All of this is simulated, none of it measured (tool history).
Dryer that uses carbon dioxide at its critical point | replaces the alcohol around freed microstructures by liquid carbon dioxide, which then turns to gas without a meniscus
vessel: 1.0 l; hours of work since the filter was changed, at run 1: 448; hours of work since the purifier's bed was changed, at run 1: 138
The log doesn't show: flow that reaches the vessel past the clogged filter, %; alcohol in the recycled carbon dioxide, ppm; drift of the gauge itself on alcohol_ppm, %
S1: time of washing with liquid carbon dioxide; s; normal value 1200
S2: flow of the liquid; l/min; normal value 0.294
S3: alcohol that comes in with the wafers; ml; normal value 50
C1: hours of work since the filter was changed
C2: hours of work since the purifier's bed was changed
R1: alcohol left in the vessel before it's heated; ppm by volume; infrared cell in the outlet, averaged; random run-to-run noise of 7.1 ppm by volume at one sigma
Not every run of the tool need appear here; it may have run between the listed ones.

{"run": 1, "day": 0.0, "S1": 1200, "S2": 0.294, "S3": 50, "C1": 448, "C2": 138, "R1": 616}
{"run": 2, "day": 0.35, "S1": 1200, "S2": 0.294, "S3": 21, "C1": 452, "C2": 142, "R1": 275}
{"run": 3, "day": 0.742, "S1": 1200, "S2": 0.294, "S3": 21, "C1": 456, "C2": 146, "R1": 276}
{"run": 4, "day": 1.204, "S1": 840, "S2": 0.294, "S3": 21, "C1": 461, "C2": 151, "R1": 991}
{"run": 5, "day": 1.542, "S1": 1200, "S2": 0.294, "S3": 50, "C1": 464, "C2": 154, "R1": 626}
{"run": 6, "day": 1.85, "S1": 1200, "S2": 0.294, "S3": 50, "C1": 468, "C2": 157, "R1": 648}
{"run": 7, "day": 2.129, "S1": 1200, "S2": 0.294, "S3": 50, "C1": 471, "C2": 160, "R1": 636}
{"run": 8, "day": 2.462, "S1": 1200, "S2": 0.294, "S3": 50, "C1": 474, "C2": 164, "R1": 660}
{"run": 9, "day": 2.779, "S1": 1200, "S2": 0.294, "S3": 50, "C1": 477, "C2": 167, "R1": 648}
{"run": 10, "day": 2.983, "S1": 1200, "S2": 0.294, "S3": 50, "C1": 479, "C2": 169, "R1": 654}
{"run": 11, "day": 3.425, "S1": 1200, "S2": 0.294, "S3": 50, "C1": 484, "C2": 174, "R1": 642}
{"run": 12, "day": 3.642, "S1": 1200, "S2": 0.294, "S3": 50, "C1": 486, "C2": 176, "R1": 659}
{"run": 13, "day": 3.983, "S1": 1200, "S2": 0.294, "S3": 50, "C1": 490, "C2": 179, "R1": 644}
{"run": 14, "day": 4.4, "S1": 1200, "S2": 0.265, "S3": 50, "C1": 494, "C2": 184, "R1": 1011}
{"run": 15, "day": 4.871, "S1": 1200, "S2": 0.265, "S3": 50, "C1": 499, "C2": 189, "R1": 1029}
{"run": 16, "day": 5.288, "S1": 1200, "S2": 0.265, "S3": 50, "C1": 503, "C2": 193, "R1": 1003}
{"run": 17, "day": 5.55, "S1": 1200, "S2": 0.265, "S3": 50, "C1": 506, "C2": 196, "R1": 1053}
{"run": 18, "day": 5.967, "S1": 1200, "S2": 0.265, "S3": 50, "C1": 510, "C2": 200, "R1": 1040}
{"run": 19, "day": 6.262, "S1": 1200, "S2": 0.265, "S3": 50, "C1": 513, "C2": 203, "R1": 1052}
{"run": 20, "day": 6.638, "S1": 1200, "S2": 0.294, "S3": 26, "C1": 517, "C2": 207, "R1": 373}
{"run": 21, "day": 7.004, "S1": 1200, "S2": 0.294, "S3": 26, "C1": 521, "C2": 211, "R1": 365}
{"run": 22, "day": 7.288, "S1": 900, "S2": 0.303, "S3": 26, "C1": 524, "C2": 214, "R1": 985}
{"run": 23, "day": 7.708, "S1": 900, "S2": 0.345, "S3": 45, "C1": 528, "C2": 218, "R1": 1009}
{"run": 24, "day": 8.054, "S1": 1200, "S2": 0.294, "S3": 63, "C1": 532, "C2": 222, "R1": 861}
{"run": 25, "day": 8.35, "S1": 720, "S2": 0.432, "S3": 63, "C1": 535, "C2": 225, "R1": 1316}
{"run": 26, "day": 8.796, "S1": 1140, "S2": 0.294, "S3": 87, "C1": 540, "C2": 229, "R1": 1479}
{"run": 27, "day": 9.212, "S1": 1140, "S2": 0.294, "S3": 87, "C1": 544, "C2": 234, "R1": 1473}
{"run": 28, "day": 9.638, "S1": 1800, "S2": 0.282, "S3": 50, "C1": 548, "C2": 238, "R1": 130}
{"run": 29, "day": 10.133, "S1": 1800, "S2": 0.262, "S3": 50, "C1": 553, "C2": 243, "R1": 200}
{"run": 30, "day": 10.454, "S1": 840, "S2": 0.294, "S3": 56, "C1": 557, "C2": 246, "R1": 2845}
{"run": 31, "day": 10.658, "S1": 840, "S2": 0.294, "S3": 56, "C1": 559, "C2": 249, "R1": 2920}
{"day": 10.962, "done": "inlet filter changed"}
{"run": 32, "day": 10.962, "S1": 840, "S2": 0.294, "S3": 56, "C1": 0, "C2": 251, "R1": 1731}
{"run": 33, "day": 11.35, "S1": 1740, "S2": 0.197, "S3": 33, "C1": 4, "C2": 255, "R1": 311}
{"run": 34, "day": 11.8, "S1": 1380, "S2": 0.294, "S3": 22, "C1": 9, "C2": 260, "R1": 102}
{"run": 35, "day": 12.167, "S1": 1380, "S2": 0.202, "S3": 68, "C1": 12, "C2": 264, "R1": 1409}
{"run": 36, "day": 12.446, "S1": 1200, "S2": 0.294, "S3": 22, "C1": 15, "C2": 267, "R1": 173}
{"run": 37, "day": 12.908, "S1": 1200, "S2": 0.294, "S3": 22, "C1": 20, "C2": 271, "R1": 182}
{"run": 38, "day": 13.262, "S1": 1200, "S2": 0.261, "S3": 27, "C1": 24, "C2": 275, "R1": 366}
{"run": 39, "day": 13.608, "S1": 1200, "S2": 0.261, "S3": 27, "C1": 27, "C2": 279, "R1": 363}
{"run": 40, "day": 14.033, "S1": 1200, "S2": 0.261, "S3": 27, "C1": 32, "C2": 283, "R1": 364}

4 options for the next run, each taken on its own from the tool as it stands now. Forecast them:
{"run": "A", "day": 14.321, "S1": 960, "S2": 0.189, "S3": 33, "C1": 35, "C2": 286, "R1": "?"}
{"run": "B", "day": 14.321, "S1": 1200, "S2": 0.225, "S3": 31, "C1": 35, "C2": 286, "R1": "?"}
{"run": "C", "day": 14.321, "S1": 780, "S2": 0.244, "S3": 66, "C1": 35, "C2": 286, "R1": "?"}
{"run": "D", "day": 14.321, "S1": 1200, "S2": 0.199, "S3": 42, "C1": 35, "C2": 286, "R1": "?"}

run=A R1=2751
run=B R1=767
run=C R1=4703
run=D R1=1589
Without the tool's unlogged condition, the same runs would have read:
run=A R1=2648
run=B R1=709
run=C R1=4537
run=D R1=1505
